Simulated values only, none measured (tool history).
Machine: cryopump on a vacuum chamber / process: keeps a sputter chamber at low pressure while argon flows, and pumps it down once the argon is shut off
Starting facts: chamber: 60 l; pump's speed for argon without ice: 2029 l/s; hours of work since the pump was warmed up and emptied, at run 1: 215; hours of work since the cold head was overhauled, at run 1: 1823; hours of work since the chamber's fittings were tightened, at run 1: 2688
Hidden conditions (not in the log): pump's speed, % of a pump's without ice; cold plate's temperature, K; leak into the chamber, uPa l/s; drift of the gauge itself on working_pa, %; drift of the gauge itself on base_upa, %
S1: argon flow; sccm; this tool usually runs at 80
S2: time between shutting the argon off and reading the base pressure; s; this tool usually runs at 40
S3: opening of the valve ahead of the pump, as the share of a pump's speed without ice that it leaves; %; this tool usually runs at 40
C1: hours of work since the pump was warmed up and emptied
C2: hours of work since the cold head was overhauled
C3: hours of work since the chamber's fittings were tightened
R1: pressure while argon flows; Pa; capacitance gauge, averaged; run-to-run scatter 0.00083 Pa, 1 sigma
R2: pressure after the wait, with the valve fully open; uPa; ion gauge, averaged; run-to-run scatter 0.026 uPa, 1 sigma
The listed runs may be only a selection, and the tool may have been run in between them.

{"run": 1, "hour": 0.0, "S1": 80, "S2": 40, "S3": 40, "C1": 215, "C2": 1823, "C3": 2688, "R1": 0.1794, "R2": 2.78}
{"run": 2, "hour": 75.4, "S1": 80, "S2": 40, "S3": 40, "C1": 271, "C2": 1880, "C3": 2744, "R1": 0.1834, "R2": 2.97}
{"run": 3, "hour": 189.8, "S1": 80, "S2": 40, "S3": 40, "C1": 357, "C2": 1965, "C3": 2830, "R1": 0.1866, "R2": 3.0}
{"run": 4, "hour": 244.5, "S1": 80, "S2": 40, "S3": 40, "C1": 398, "C2": 2006, "C3": 2871, "R1": 0.1909, "R2": 3.05}
{"run": 5, "hour": 346.0, "S1": 80, "S2": 40, "S3": 40, "C1": 474, "C2": 2082, "C3": 2947, "R1": 0.1965, "R2": 3.24}
{"hour": 357.0, "done": "pump warmed up, emptied and cooled again"}
{"run": 6, "hour": 420.3, "S1": 80, "S2": 40, "S3": 40, "C1": 47, "C2": 2134, "C3": 2998, "R1": 0.1696, "R2": 2.74}
{"run": 7, "hour": 510.1, "S1": 156, "S2": 40, "S3": 40, "C1": 114, "C2": 2201, "C3": 3065, "R1": 0.3378, "R2": 2.81}
{"run": 8, "hour": 607.6, "S1": 156, "S2": 40, "S3": 40, "C1": 187, "C2": 2274, "C3": 3138, "R1": 0.3438, "R2": 2.97}
{"hour": 664.9, "done": "leaking fittings of the chamber tightened, without venting"}
{"run": 9, "hour": 728.6, "S1": 156, "S2": 40, "S3": 40, "C1": 276, "C2": 2363, "C3": 48, "R1": 0.3561, "R2": 1.23}
{"run": 10, "hour": 815.3, "S1": 33, "S2": 40, "S3": 40, "C1": 341, "C2": 2427, "C3": 112, "R1": 0.077, "R2": 1.27}
{"run": 11, "hour": 899.7, "S1": 80, "S2": 21, "S3": 40, "C1": 404, "C2": 2491, "C3": 176, "R1": 0.1896, "R2": 2.22}
{"run": 12, "hour": 960.9, "S1": 80, "S2": 40, "S3": 40, "C1": 450, "C2": 2536, "C3": 221, "R1": 0.1923, "R2": 1.34}
{"hour": 1001.4, "done": "pump warmed up, emptied and cooled again"}
{"run": 13, "hour": 1018.3, "S1": 80, "S2": 40, "S3": 40, "C1": 13, "C2": 2576, "C3": 261, "R1": 0.1708, "R2": 1.3}
{"run": 14, "hour": 1081.8, "S1": 92, "S2": 40, "S3": 40, "C1": 60, "C2": 2623, "C3": 308, "R1": 0.1962, "R2": 1.29}
{"run": 15, "hour": 1191.2, "S1": 80, "S2": 92, "S3": 40, "C1": 142, "C2": 2705, "C3": 390, "R1": 0.1749, "R2": 0.81}
{"run": 16, "hour": 1301.3, "S1": 80, "S2": 40, "S3": 40, "C1": 224, "C2": 2787, "C3": 472, "R1": 0.1802, "R2": 1.44}
{"run": 17, "hour": 1399.0, "S1": 80, "S2": 40, "S3": 40, "C1": 297, "C2": 2860, "C3": 545, "R1": 0.1822, "R2": 1.56}
{"run": 18, "hour": 1467.9, "S1": 80, "S2": 40, "S3": 40, "C1": 349, "C2": 2912, "C3": 597, "R1": 0.1853, "R2": 1.6}
{"run": 19, "hour": 1564.6, "S1": 80, "S2": 120, "S3": 28, "C1": 421, "C2": 2984, "C3": 669, "R1": 0.26, "R2": 1.0}
{"run": 20, "hour": 1629.9, "S1": 75, "S2": 25, "S3": 16, "C1": 470, "C2": 3033, "C3": 718, "R1": 0.4158, "R2": 2.33}
{"hour": 1647.0, "done": "pump warmed up, emptied and cooled again"}
{"run": 21, "hour": 1742.8, "S1": 75, "S2": 25, "S3": 16, "C1": 72, "C2": 3113, "C3": 798, "R1": 0.3977, "R2": 2.21}
{"run": 22, "hour": 1811.6, "S1": 136, "S2": 48, "S3": 25, "C1": 123, "C2": 3165, "C3": 850, "R1": 0.4673, "R2": 1.46}
{"run": 23, "hour": 1910.3, "S1": 136, "S2": 48, "S3": 25, "C1": 197, "C2": 3239, "C3": 924, "R1": 0.4666, "R2": 1.57}
{"run": 24, "hour": 1970.4, "S1": 67, "S2": 85, "S3": 40, "C1": 242, "C2": 3284, "C3": 969, "R1": 0.152, "R2": 1.24}
{"run": 25, "hour": 2043.9, "S1": 124, "S2": 178, "S3": 40, "C1": 297, "C2": 3338, "C3": 1023, "R1": 0.2833, "R2": 0.99}
{"run": 26, "hour": 2153.5, "S1": 124, "S2": 241, "S3": 50, "C1": 379, "C2": 3420, "C3": 1105, "R1": 0.2391, "R2": 1.1}
{"run": 27, "hour": 2205.7, "S1": 66, "S2": 40, "S3": 40, "C1": 418, "C2": 3459, "C3": 1144, "R1": 0.1555, "R2": 2.0}
{"hour": 2289.9, "done": "pump warmed up, emptied and cooled again"}
{"run": 28, "hour": 2289.9, "S1": 55, "S2": 40, "S3": 22, "C1": 0, "C2": 3519, "C3": 1204, "R1": 0.2084, "R2": 1.79}
{"run": 29, "hour": 2409.5, "S1": 93, "S2": 53, "S3": 39, "C1": 89, "C2": 3608, "C3": 1293, "R1": 0.2069, "R2": 1.63}
{"run": 30, "hour": 2486.9, "S1": 93, "S2": 21, "S3": 26, "C1": 147, "C2": 3666, "C3": 1351, "R1": 0.3077, "R2": 2.89}
{"run": 31, "hour": 2540.1, "S1": 106, "S2": 21, "S3": 16, "C1": 187, "C2": 3706, "C3": 1391, "R1": 0.5679, "R2": 2.84}
{"run": 32, "hour": 2651.4, "S1": 88, "S2": 95, "S3": 19, "C1": 270, "C2": 3789, "C3": 1474, "R1": 0.402, "R2": 1.49}
{"run": 33, "hour": 2733.9, "S1": 85, "S2": 98, "S3": 20, "C1": 332, "C2": 3851, "C3": 1536, "R1": 0.3745, "R2": 1.61}
{"run": 34, "hour": 2787.4, "S1": 85, "S2": 98, "S3": 20, "C1": 372, "C2": 3891, "C3": 1576, "R1": 0.3755, "R2": 1.67}

Same runs, no hidden state in the tool, same run-to-run variation:
run=1 R1=0.1667 R2=1.13
run=2 R1=0.1676 R2=1.21
run=3 R1=0.1659 R2=1.13
run=4 R1=0.1672 R2=1.12
run=5 R1=0.1672 R2=1.11
run=6 R1=0.1663 R2=1.17
run=7 R1=0.3252 R2=1.14
run=8 R1=0.3243 R2=1.15
run=9 R1=0.3268 R2=1.15
run=10 R1=0.0692 R2=1.16
run=11 R1=0.1669 R2=2.05
run=12 R1=0.1664 R2=1.12
run=13 R1=0.1683 R2=1.15
run=14 R1=0.1910 R2=1.12
run=15 R1=0.1666 R2=0.58
run=16 R1=0.1675 R2=1.12
run=17 R1=0.1652 R2=1.18
run=18 R1=0.1654 R2=1.16
run=19 R1=0.2352 R2=0.49
run=20 R1=0.3888 R2=1.76
run=21 R1=0.3929 R2=1.77
run=22 R1=0.4548 R2=0.98
run=23 R1=0.4480 R2=1.02
run=24 R1=0.1408 R2=0.63
run=25 R1=0.2582 R2=0.34
run=26 R1=0.2064 R2=0.32
run=27 R1=0.1361 R2=1.20
run=28 R1=0.2068 R2=1.18
run=29 R1=0.1993 R2=0.91
run=30 R1=0.2974 R2=2.11
run=31 R1=0.5536 R2=2.03
run=32 R1=0.3847 R2=0.56
run=33 R1=0.3541 R2=0.58
run=34 R1=0.3521 R2=0.57
